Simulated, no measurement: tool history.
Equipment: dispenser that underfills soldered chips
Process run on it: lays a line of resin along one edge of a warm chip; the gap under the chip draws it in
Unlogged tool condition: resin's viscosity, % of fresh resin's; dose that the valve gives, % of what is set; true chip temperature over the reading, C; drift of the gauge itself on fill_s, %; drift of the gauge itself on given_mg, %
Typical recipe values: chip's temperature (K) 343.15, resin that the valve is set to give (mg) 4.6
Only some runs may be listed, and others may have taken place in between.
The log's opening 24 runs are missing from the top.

run	hour	chip's temperature (K)	resin that the valve is set to give (mg)	hours of work since the syringe was changed	hours of work since the valve was cleaned	hours of work since the stage was calibrated	time until the resin shows at the far edge (s)	resin that the valve gave (mg)
# hour 288.3: new syringe of resin
# hour 296.9: new syringe of resin
25	296.9	329.15	5.61	0	34	288	42.9	5.56
# hour 305.7: new syringe of resin
26	309.8	349.15	4.66	3	44	297	19.9	4.6
# hour 314.2: new syringe of resin
27	320.1	358.15	5.5	4	51	304	13.1	5.44
# hour 322.7: new syringe of resin
28	330.3	347.15	5.7	6	58	311	23.9	5.61
# hour 331.3: new syringe of resin
29	338.5	347.15	5.58	5	64	317	23.7	5.44
# hour 339.8: new syringe of resin
# hour 348: new syringe of resin
# hour 349: dispensing valve cleaned and set on the balance
30	349	337.15	4.6	0	0	324	28.9	4.6
# hour 357.4: new syringe of resin
31	360.7	353.15	4.13	2	8	332	15	4.14
# hour 365.7: new syringe of resin
32	372.5	348.15	4.79	5	17	340	21	4.77

Predict each of these 3 candidate next runs independently; none follows another, all start after run 32:
# hour 374: new syringe of resin
# hour 383.3: new syringe of resin
A	386.7	341.15	5.34	2	26	350	?	?
# hour 374: new syringe of resin
# hour 383.3: new syringe of resin
B	386.7	329.15	4.01	2	26	350	?	?
# hour 374: new syringe of resin
# hour 383.3: new syringe of resin
C	386.7	343.15	4.62	2	26	350	?	?

run	time until the resin shows at the far edge (s)	resin that the valve gave (mg)
A	27.1	5.32
B	52.3	4.01
C	25.2	4.58
Without the tool's hidden state the same runs would have given:
run	time until the resin shows at the far edge (s)	resin that the valve gave (mg)
A	26.3	5.37
B	50.9	4.05
C	24.3	4.62
